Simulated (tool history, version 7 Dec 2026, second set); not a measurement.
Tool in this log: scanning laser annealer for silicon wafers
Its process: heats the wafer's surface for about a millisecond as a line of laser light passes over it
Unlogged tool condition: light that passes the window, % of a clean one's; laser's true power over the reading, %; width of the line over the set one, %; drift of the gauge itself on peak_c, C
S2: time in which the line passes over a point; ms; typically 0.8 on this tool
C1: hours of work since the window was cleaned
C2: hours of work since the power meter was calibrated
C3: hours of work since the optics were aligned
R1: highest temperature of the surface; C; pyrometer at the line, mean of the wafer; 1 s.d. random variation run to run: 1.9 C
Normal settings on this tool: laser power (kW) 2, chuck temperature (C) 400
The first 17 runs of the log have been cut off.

{"run": 18, "hour": 301.1, "laser power (kW)": 1.769, "S2": 0.606, "chuck temperature (C)": 400, "C1": 79, "C2": 845, "C3": 969, "R1": 919}
{"run": 19, "hour": 317.0, "laser power (kW)": 2, "S2": 0.898, "chuck temperature (C)": 400, "C1": 91, "C2": 857, "C3": 981, "R1": 1151}
{"run": 20, "hour": 335.4, "laser power (kW)": 2.038, "S2": 0.677, "chuck temperature (C)": 400, "C1": 105, "C2": 871, "C3": 994, "R1": 1057}
{"run": 21, "hour": 346.0, "laser power (kW)": 2.058, "S2": 0.931, "chuck temperature (C)": 413, "C1": 113, "C2": 879, "C3": 1003, "R1": 1207}
{"run": 22, "hour": 360.6, "laser power (kW)": 1.845, "S2": 0.864, "chuck temperature (C)": 400, "C1": 124, "C2": 890, "C3": 1013, "R1": 1062}
{"run": 23, "hour": 380.3, "laser power (kW)": 1.988, "S2": 0.962, "chuck temperature (C)": 400, "C1": 139, "C2": 905, "C3": 1028, "R1": 1173}
{"run": 24, "hour": 403.4, "laser power (kW)": 1.988, "S2": 0.962, "chuck temperature (C)": 400, "C1": 156, "C2": 923, "C3": 1046, "R1": 1175}
{"run": 25, "hour": 423.3, "laser power (kW)": 1.856, "S2": 0.8, "chuck temperature (C)": 421, "C1": 171, "C2": 938, "C3": 1061, "R1": 1060}
{"run": 26, "hour": 446.5, "laser power (kW)": 2, "S2": 0.996, "chuck temperature (C)": 395, "C1": 189, "C2": 955, "C3": 1079, "R1": 1187}
{"run": 27, "hour": 464.7, "laser power (kW)": 2, "S2": 0.996, "chuck temperature (C)": 391, "C1": 202, "C2": 969, "C3": 1092, "R1": 1183}
{"run": 28, "hour": 481.1, "laser power (kW)": 2.145, "S2": 0.947, "chuck temperature (C)": 382, "C1": 215, "C2": 981, "C3": 1105, "R1": 1224}
{"run": 29, "hour": 502.4, "laser power (kW)": 2.145, "S2": 0.947, "chuck temperature (C)": 382, "C1": 231, "C2": 997, "C3": 1121, "R1": 1224}
{"run": 30, "hour": 523.2, "laser power (kW)": 2, "S2": 0.764, "chuck temperature (C)": 372, "C1": 247, "C2": 1013, "C3": 1137, "R1": 1055}
{"run": 31, "hour": 534.4, "laser power (kW)": 1.874, "S2": 0.885, "chuck temperature (C)": 362, "C1": 255, "C2": 1022, "C3": 1145, "R1": 1046}
{"run": 32, "hour": 550.9, "laser power (kW)": 2, "S2": 0.982, "chuck temperature (C)": 366, "C1": 268, "C2": 1034, "C3": 1157, "R1": 1152}

Below are 3 alternative next runs, each starting from the tool's condition after run 32. Predict each:
{"run": "A", "hour": 572.5, "laser power (kW)": 1.703, "S2": 0.684, "chuck temperature (C)": 367, "C1": 284, "C2": 1050, "C3": 1174, "R1": "?"}
{"run": "B", "hour": 572.5, "laser power (kW)": 2.146, "S2": 0.982, "chuck temperature (C)": 370, "C1": 284, "C2": 1050, "C3": 1174, "R1": "?"}
{"run": "C", "hour": 572.5, "laser power (kW)": 2.06, "S2": 0.692, "chuck temperature (C)": 422, "C1": 284, "C2": 1050, "C3": 1174, "R1": "?"}

run=A R1=892
run=B R1=1232
run=C R1=1093
With no hidden state in the tool, these same runs would have given:
run=A R1=892
run=B R1=1233
run=C R1=1094
